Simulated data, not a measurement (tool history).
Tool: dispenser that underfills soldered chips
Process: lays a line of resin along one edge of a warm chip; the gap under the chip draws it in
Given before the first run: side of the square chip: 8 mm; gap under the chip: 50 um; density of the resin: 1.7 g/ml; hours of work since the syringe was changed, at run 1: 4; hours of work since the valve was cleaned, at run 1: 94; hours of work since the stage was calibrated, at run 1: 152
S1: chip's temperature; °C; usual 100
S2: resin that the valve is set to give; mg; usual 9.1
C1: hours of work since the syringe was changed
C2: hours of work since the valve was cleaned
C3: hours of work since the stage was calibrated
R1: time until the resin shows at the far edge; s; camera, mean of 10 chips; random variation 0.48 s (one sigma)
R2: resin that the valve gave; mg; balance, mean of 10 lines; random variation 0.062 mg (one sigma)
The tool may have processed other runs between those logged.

run  hour   S1     S2  C1   C2   C3     R1     R2
  1     0  100    9.1   4   94  152   49.8   8.74
  2   3.2  100    9.1   7   97  155   60.2   8.71
  3   8.7   94    9.1  11  101  159  110.4   8.59
      9.3  -- new syringe of resin
  4  13.6   94    9.1   3  104  162   61.8   8.65
  5  19.2  100    9.1   8  109  167   66.4   8.68
  6  23.4  100  11.78  11  112  170   85.3  11.27
     24.2  -- new syringe of resin
  7  27.7  100  11.78   3  115  173   44.5  11.11
  8  32.4  100  11.78   6  119  177   58.5  11.19
  9  37.8  100  11.78  10  123  181     80  11.15
     38.8  -- new syringe of resin
 10  42.2   87  11.78   3  126  184   79.4  11.16
 11  46.3  113   8.58   6  129  187   32.8   8.12
 12  49.4   91   10.9   8  131  190  101.1  10.27
     53.5  -- new syringe of resin
 13  54.2   99   9.67   1  135  193   40.2   9.21
     59.1  -- dispensing valve cleaned and set on the balance
 14  59.1   88   9.67   4    0  196   83.9   9.64
 15  63.7   88   9.67   7    4  200  108.7   9.59

Consider 4 possible next runs. They are alternatives, not a sequence: every one starts from the tool as it was left by run 15. What does each give?
  A  68.4  113  11.12  11   7  203   ?   ?
  B  68.4  109   9.48  11   7  203   ?   ?
  C  68.4   92    9.1  11   7  203   ?   ?
  D  68.4  106   7.81  11   7  203   ?   ?

run     R1     R2
  A   47.6  11.15
  B   56.4   9.51
  C  122.3   8.92
  D   65.1   7.86
The same runs, with their run-to-run variation unchanged, on a tool lacking any hidden condition would have given:
run    R1     R2
  A  21.4  11.22
  B  25.5   9.57
  C  55.9   8.98
  D  29.6   7.91

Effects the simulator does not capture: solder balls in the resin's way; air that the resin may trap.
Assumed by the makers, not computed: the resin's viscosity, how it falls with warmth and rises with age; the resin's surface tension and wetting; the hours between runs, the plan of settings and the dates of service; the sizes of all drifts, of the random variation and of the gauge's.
